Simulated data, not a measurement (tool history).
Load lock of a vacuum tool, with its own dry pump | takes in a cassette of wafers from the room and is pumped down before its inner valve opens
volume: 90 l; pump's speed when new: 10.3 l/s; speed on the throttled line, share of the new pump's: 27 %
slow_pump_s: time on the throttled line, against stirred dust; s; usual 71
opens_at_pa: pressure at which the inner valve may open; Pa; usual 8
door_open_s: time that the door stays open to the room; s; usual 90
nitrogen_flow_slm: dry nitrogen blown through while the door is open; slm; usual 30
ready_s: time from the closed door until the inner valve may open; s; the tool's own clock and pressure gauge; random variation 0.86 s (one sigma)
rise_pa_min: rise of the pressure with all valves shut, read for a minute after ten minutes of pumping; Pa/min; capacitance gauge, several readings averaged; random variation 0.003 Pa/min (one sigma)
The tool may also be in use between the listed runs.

| run | hour | slow_pump_s | opens_at_pa | door_open_s | nitrogen_flow_slm | incoming humidity of the room's air, % | ready_s | rise_pa_min |
|---|---|---|---|---|---|---|---|---|
| 1 | 0 | 71 | 8 | 90 | 30 | 45.9 | 140.2 | 0.178 |
| 2 | 255.5 | 71 | 8 | 39 | 30 | 47.6 | 138.6 | 0.172 |
| 3 | 847.7 | 71 | 8 | 39 | 30 | 47.5 | 142.1 | 0.2 |
| 4 | 1228 | 71 | 14 | 90 | 30 | 45.2 | 135.4 | 0.226 |
| 5 | 1489.5 | 71 | 8 | 90 | 4 | 45.8 | 141.9 | 0.255 |
| 6 | 1787.6 | 112 | 8 | 90 | 30 | 45.8 | 170.3 | 0.262 |
| 7 | 2057.9 | 112 | 8 | 90 | 30 | 42.8 | 170.6 | 0.282 |
| 8 | 2613.3 | 112 | 8 | 90 | 30 | 44.7 | 170.6 | 0.31 |
| 9 | 2899.9 | 71 | 8 | 90 | 30 | 44.8 | 141.7 | 0.334 |
| 10 | 3313.1 | 89 | 8 | 90 | 30 | 45.3 | 156 | 0.359 |
| 11 | 3720.5 | 89 | 8 | 90 | 30 | 43.2 | 155.8 | 0.395 |
| 12 | 4109 | 94 | 12 | 90 | 30 | 48 | 156.8 | 0.419 |
| 13 | 4528.3 | 93 | 8 | 72 | 16 | 43.7 | 158.2 | 0.456 |
| 14 | 5077.8 | 71 | 8 | 41 | 30 | 46.5 | 145.6 | 0.481 |
| 15 | 5357.8 | 71 | 8 | 90 | 24 | 45 | 143.4 | 0.507 |
| 16 | 5886.5 | 71 | 8 | 35 | 27 | 48.4 | 146.9 | 0.557 |
| 17 | 6314.9 | 71 | 8 | 90 | 30 | 45.9 | 145.7 | 0.591 |
| 18 | 6728.2 | 119 | 6 | 202 | 42 | 47.5 | 181.4 | 0.631 |
| 19 | 7259.5 | 58 | 6 | 90 | 30 | 45.3 | 142.6 | 0.676 |
| 20 | 7728.4 | 73 | 6 | 160 | 5 | 46.2 | 152.5 | 0.747 |
| 21 | 8098.5 | 73 | 6 | 160 | 5 | 46 | 150.1 | 0.766 |
|  | 8293.4 | door's seal changed, seat wiped |
| 22 | 8629.8 | 73 | 6 | 160 | 5 | 41.5 | 154.1 | 0.05 |

4 ways to go on from here, each from the tool as it stands after run 22. What would each give?
| A | 9234 | 71 | 10 | 54 | 9 | 44.8 | ? | ? |
| B | 9234 | 78 | 6 | 160 | 5 | 45.7 | ? | ? |
| C | 9234 | 73 | 6 | 53 | 9 | 45.4 | ? | ? |
| D | 9234 | 60 | 6 | 36 | 5 | 42.6 | ? | ? |

| run | ready_s | rise_pa_min |
|---|---|---|
| A | 147.3 | 0.038 |
| B | 157.7 | 0.063 |
| C | 153.7 | 0.041 |
| D | 144 | 0.031 |
Without the tool's hidden state the same runs would have given:
| run | ready_s | rise_pa_min |
|---|---|---|
| A | 133.7 | 0.019 |
| B | 143.7 | 0.043 |
| C | 139.3 | 0.021 |
| D | 128.9 | 0.011 |
